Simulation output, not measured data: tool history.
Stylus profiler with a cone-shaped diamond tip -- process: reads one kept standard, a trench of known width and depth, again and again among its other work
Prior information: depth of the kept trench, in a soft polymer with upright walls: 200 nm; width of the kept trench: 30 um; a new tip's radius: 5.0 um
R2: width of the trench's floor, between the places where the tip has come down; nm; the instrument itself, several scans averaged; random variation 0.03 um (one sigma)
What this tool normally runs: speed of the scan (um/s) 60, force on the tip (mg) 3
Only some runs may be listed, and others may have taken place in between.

{"run": 1, "hour": 0.0, "speed of the scan (um/s)": 60, "force on the tip (mg)": 3, "depth of the trench (Å)": 2017.4, "R2": 26800}
{"run": 2, "hour": 46.2, "speed of the scan (um/s)": 60, "force on the tip (mg)": 3, "depth of the trench (Å)": 2017.4, "R2": 26800}
{"run": 3, "hour": 101.2, "speed of the scan (um/s)": 60, "force on the tip (mg)": 3, "depth of the trench (Å)": 2018, "R2": 26790}
{"run": 4, "hour": 149.0, "speed of the scan (um/s)": 60, "force on the tip (mg)": 3, "depth of the trench (Å)": 2017.8, "R2": 26780}
{"run": 5, "hour": 211.9, "speed of the scan (um/s)": 60, "force on the tip (mg)": 3, "depth of the trench (Å)": 2017.6, "R2": 26720}
{"run": 6, "hour": 270.8, "speed of the scan (um/s)": 37, "force on the tip (mg)": 3, "depth of the trench (Å)": 2017.5, "R2": 26870}
{"run": 7, "hour": 328.0, "speed of the scan (um/s)": 37, "force on the tip (mg)": 3, "depth of the trench (Å)": 2018, "R2": 26840}
{"run": 8, "hour": 365.0, "speed of the scan (um/s)": 37, "force on the tip (mg)": 3, "depth of the trench (Å)": 2017.9, "R2": 26790}
{"run": 9, "hour": 402.8, "speed of the scan (um/s)": 37, "force on the tip (mg)": 3, "depth of the trench (Å)": 2017.8, "R2": 26800}
{"run": 10, "hour": 476.7, "speed of the scan (um/s)": 37, "force on the tip (mg)": 3, "depth of the trench (Å)": 2018.6, "R2": 26820}
{"run": 11, "hour": 518.7, "speed of the scan (um/s)": 37, "force on the tip (mg)": 3, "depth of the trench (Å)": 2018.6, "R2": 26830}
{"run": 12, "hour": 573.6, "speed of the scan (um/s)": 37, "force on the tip (mg)": 3, "depth of the trench (Å)": 2019.6, "R2": 26780}
{"run": 13, "hour": 621.5, "speed of the scan (um/s)": 37, "force on the tip (mg)": 3, "depth of the trench (Å)": 2017.8, "R2": 26770}
{"run": 14, "hour": 690.8, "speed of the scan (um/s)": 37, "force on the tip (mg)": 3, "depth of the trench (Å)": 2018.6, "R2": 26740}
{"run": 15, "hour": 748.0, "speed of the scan (um/s)": 37, "force on the tip (mg)": 3, "depth of the trench (Å)": 2018.1, "R2": 26790}
{"run": 16, "hour": 785.7, "speed of the scan (um/s)": 37, "force on the tip (mg)": 3, "depth of the trench (Å)": 2018.4, "R2": 26720}
{"run": 17, "hour": 864.3, "speed of the scan (um/s)": 37, "force on the tip (mg)": 3, "depth of the trench (Å)": 2017.6, "R2": 26780}
{"run": 18, "hour": 911.6, "speed of the scan (um/s)": 60, "force on the tip (mg)": 8.19, "depth of the trench (Å)": 2035.8, "R2": 26750}
{"run": 19, "hour": 960.3, "speed of the scan (um/s)": 28, "force on the tip (mg)": 3, "depth of the trench (Å)": 2018.1, "R2": 26760}
{"run": 20, "hour": 997.5, "speed of the scan (um/s)": 145, "force on the tip (mg)": 2.19, "depth of the trench (Å)": 2015.7, "R2": 26120}
{"run": 21, "hour": 1044.7, "speed of the scan (um/s)": 145, "force on the tip (mg)": 2.19, "depth of the trench (Å)": 2016.3, "R2": 26060}
{"run": 22, "hour": 1088.9, "speed of the scan (um/s)": 145, "force on the tip (mg)": 2.19, "depth of the trench (Å)": 2016.5, "R2": 26010}
{"run": 23, "hour": 1140.6, "speed of the scan (um/s)": 17, "force on the tip (mg)": 2.58, "depth of the trench (Å)": 2017.3, "R2": 26800}
{"run": 24, "hour": 1200.3, "speed of the scan (um/s)": 178, "force on the tip (mg)": 2.38, "depth of the trench (Å)": 2015.8, "R2": 25950}

The next listed run, before its measurement:
{"run": 25, "hour": 1239.3, "speed of the scan (um/s)": 30, "force on the tip (mg)": 5.57, "depth of the trench (Å)": "?", "R2": "?"}

{"run 25": {"depth of the trench (Å)": 2027.4, "R2": 26730}}
Minus the tool's unlogged condition, the same run would have read depth of the trench (Å) 2025.3, R2 27110 nm.
